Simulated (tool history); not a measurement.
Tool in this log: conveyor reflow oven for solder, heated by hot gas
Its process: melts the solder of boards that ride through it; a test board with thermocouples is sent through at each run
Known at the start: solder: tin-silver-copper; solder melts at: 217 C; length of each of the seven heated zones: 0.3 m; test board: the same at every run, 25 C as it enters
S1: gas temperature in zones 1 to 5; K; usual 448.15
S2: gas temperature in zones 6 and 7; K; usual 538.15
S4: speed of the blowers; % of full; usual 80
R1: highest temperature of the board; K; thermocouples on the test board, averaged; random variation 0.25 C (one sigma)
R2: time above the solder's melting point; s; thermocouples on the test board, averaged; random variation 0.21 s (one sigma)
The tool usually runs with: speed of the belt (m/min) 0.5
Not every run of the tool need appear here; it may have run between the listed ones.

run 1 hour=0 | S1=448.15 S2=538.15 speed_of_the_belt_(m/min)=0.5 S4=80 | R1=526.55 R2=55.6
run 2 hour=38.2 | S1=448.15 S2=538.15 speed_of_the_belt_(m/min)=0.5 S4=80 | R1=526.05 R2=55.3
run 3 hour=64.8 | S1=448.15 S2=538.15 speed_of_the_belt_(m/min)=0.5 S4=80 | R1=525.95 R2=55.6
run 4 hour=115.3 | S1=448.15 S2=538.15 speed_of_the_belt_(m/min)=0.421 S4=80 | R1=528.65 R2=69.9
run 5 hour=171.4 | S1=448.15 S2=538.15 speed_of_the_belt_(m/min)=0.5 S4=80 | R1=525.55 R2=55.5
run 6 hour=202 | S1=448.15 S2=538.15 speed_of_the_belt_(m/min)=0.5 S4=90 | R1=527.65 R2=57.4
run 7 hour=242 | S1=448.15 S2=538.15 speed_of_the_belt_(m/min)=0.555 S4=90 | R1=524.55 R2=49.6
run 8 hour=277 | S1=448.15 S2=538.15 speed_of_the_belt_(m/min)=0.555 S4=90 | R1=524.95 R2=49.4
run 9 hour=339.7 | S1=448.15 S2=538.15 speed_of_the_belt_(m/min)=0.555 S4=90 | R1=524.25 R2=49.2
run 10 hour=395.8 | S1=448.15 S2=538.15 speed_of_the_belt_(m/min)=0.555 S4=90 | R1=524.25 R2=48.8
run 11 hour=421.3 | S1=448.15 S2=538.15 speed_of_the_belt_(m/min)=0.555 S4=90 | R1=523.85 R2=48.9
run 12 hour=450.6 | S1=448.15 S2=538.15 speed_of_the_belt_(m/min)=0.5 S4=80 | R1=524.65 R2=54.6
run 13 hour=490.2 | S1=448.15 S2=538.15 speed_of_the_belt_(m/min)=0.5 S4=80 | R1=524.15 R2=54.6
run 14 hour=525.4 | S1=448.15 S2=538.15 speed_of_the_belt_(m/min)=0.5 S4=80 | R1=524.05 R2=54.5
run 15 hour=571.8 | S1=453.15 S2=548.15 speed_of_the_belt_(m/min)=0.538 S4=58 | R1=523.35 R2=49.7
run 16 hour=626.9 | S1=453.15 S2=548.15 speed_of_the_belt_(m/min)=0.538 S4=58 | R1=523.35 R2=49.4
-- hour=649.8 flux residue cleaned out of gas plates and filters
run 17 hour=670.7 | S1=453.15 S2=548.15 speed_of_the_belt_(m/min)=0.538 S4=58 | R1=525.35 R2=51
run 18 hour=720.7 | S1=448.15 S2=538.15 speed_of_the_belt_(m/min)=0.5 S4=62 | R1=520.35 R2=50.2
run 19 hour=765.8 | S1=448.15 S2=538.15 speed_of_the_belt_(m/min)=0.5 S4=62 | R1=520.65 R2=50.4
run 20 hour=822.8 | S1=448.15 S2=538.15 speed_of_the_belt_(m/min)=0.5 S4=62 | R1=519.85 R2=50.3
-- hour=876.9 belt drive overhauled, speed set with a stopwatch
run 21 hour=878.2 | S1=448.15 S2=538.15 speed_of_the_belt_(m/min)=0.5 S4=62 | R1=519.65 R2=49.1
-- hour=923.1 thermocouples of zones 6 and 7 changed
run 22 hour=932.9 | S1=451.15 S2=528.15 speed_of_the_belt_(m/min)=0.559 S4=89 | R1=516.55 R2=44.4
run 23 hour=980.7 | S1=448.15 S2=538.15 speed_of_the_belt_(m/min)=0.535 S4=80 | R1=523.45 R2=49.7
run 24 hour=1033.3 | S1=448.15 S2=538.15 speed_of_the_belt_(m/min)=0.535 S4=80 | R1=523.75 R2=49.9
run 25 hour=1069 | S1=436.15 S2=538.15 speed_of_the_belt_(m/min)=0.589 S4=88 | R1=520.25 R2=39.4

Forecast each of these 4 alternatives for the next run:
run A hour=1095.8 | S1=436.15 S2=548.15 speed_of_the_belt_(m/min)=0.561 S4=88 | R1=? R2=?
run B hour=1095.8 | S1=436.15 S2=538.15 speed_of_the_belt_(m/min)=0.435 S4=88 | R1=? R2=?
run C hour=1095.8 | S1=434.15 S2=538.15 speed_of_the_belt_(m/min)=0.551 S4=78 | R1=? R2=?
run D hour=1095.8 | S1=436.15 S2=538.15 speed_of_the_belt_(m/min)=0.5 S4=64 | R1=? R2=?

run=A R1=530.75 R2=48.4
run=B R1=528.95 R2=63.3
run=C R1=519.05 R2=40.8
run=D R1=517.65 R2=43.9
With the hidden condition removed and each run's random variation left untouched, the same runs would have given:
run=A R1=532.55 R2=49.5
run=B R1=530.15 R2=64.4
run=C R1=520.75 R2=42.2
run=D R1=519.05 R2=45.3
